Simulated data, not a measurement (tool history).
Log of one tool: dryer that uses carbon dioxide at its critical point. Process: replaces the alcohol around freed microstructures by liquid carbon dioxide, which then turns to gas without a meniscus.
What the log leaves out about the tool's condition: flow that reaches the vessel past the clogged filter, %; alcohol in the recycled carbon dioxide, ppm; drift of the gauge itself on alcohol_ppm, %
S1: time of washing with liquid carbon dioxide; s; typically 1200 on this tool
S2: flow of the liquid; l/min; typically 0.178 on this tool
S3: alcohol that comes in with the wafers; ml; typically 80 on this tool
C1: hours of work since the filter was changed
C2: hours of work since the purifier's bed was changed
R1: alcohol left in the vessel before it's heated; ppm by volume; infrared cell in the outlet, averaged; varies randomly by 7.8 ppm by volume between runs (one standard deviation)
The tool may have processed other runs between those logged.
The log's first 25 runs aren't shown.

run,day,S1,S2,S3,C1,C2,R1
26,7.75,1080,0.111,81,320,320,7668
27,7.975,840,0.178,89,324,324,3504
28,8.404,840,0.178,89,331,331,3450
29,8.8,1380,0.178,21,337,337,158
30,9.079,960,0.213,80,342,342,751
31,9.312,900,0.26,80,346,346,370
32,9.721,960,0.192,48,352,352,810
33,10.05,960,0.192,48,357,357,823
34,10.358,960,0.275,45,362,362,163
35,10.558,1560,0.144,40,366,366,334
36,10.846,1560,0.144,40,370,370,340
37,11.179,1680,0.282,57,376,376,109
38,11.371,1200,0.261,31,379,379,111
39,11.583,1200,0.145,31,382,382,829
40,11.983,1200,0.178,43,389,389,421
41,12.192,1200,0.178,43,392,392,427
42,12.6,1380,0.16,75,399,399,617
43,12.825,1740,0.223,80,402,402,122
44,13.075,840,0.223,80,406,406,1212
45,13.408,1200,0.156,27,412,412,523
46,13.742,1740,0.156,50,417,417,212

3 ways to go on from here, each from the tool as it stands after run 46. What would each give?
A,13.975,840,0.28,80,421,421,?
B,13.975,1200,0.178,23,421,421,?
C,13.975,1200,0.178,79,421,421,?

run,R1
A,396
B,296
C,700
Without the tool's hidden state the same runs would have given:
run,R1
A,173
B,117
C,375
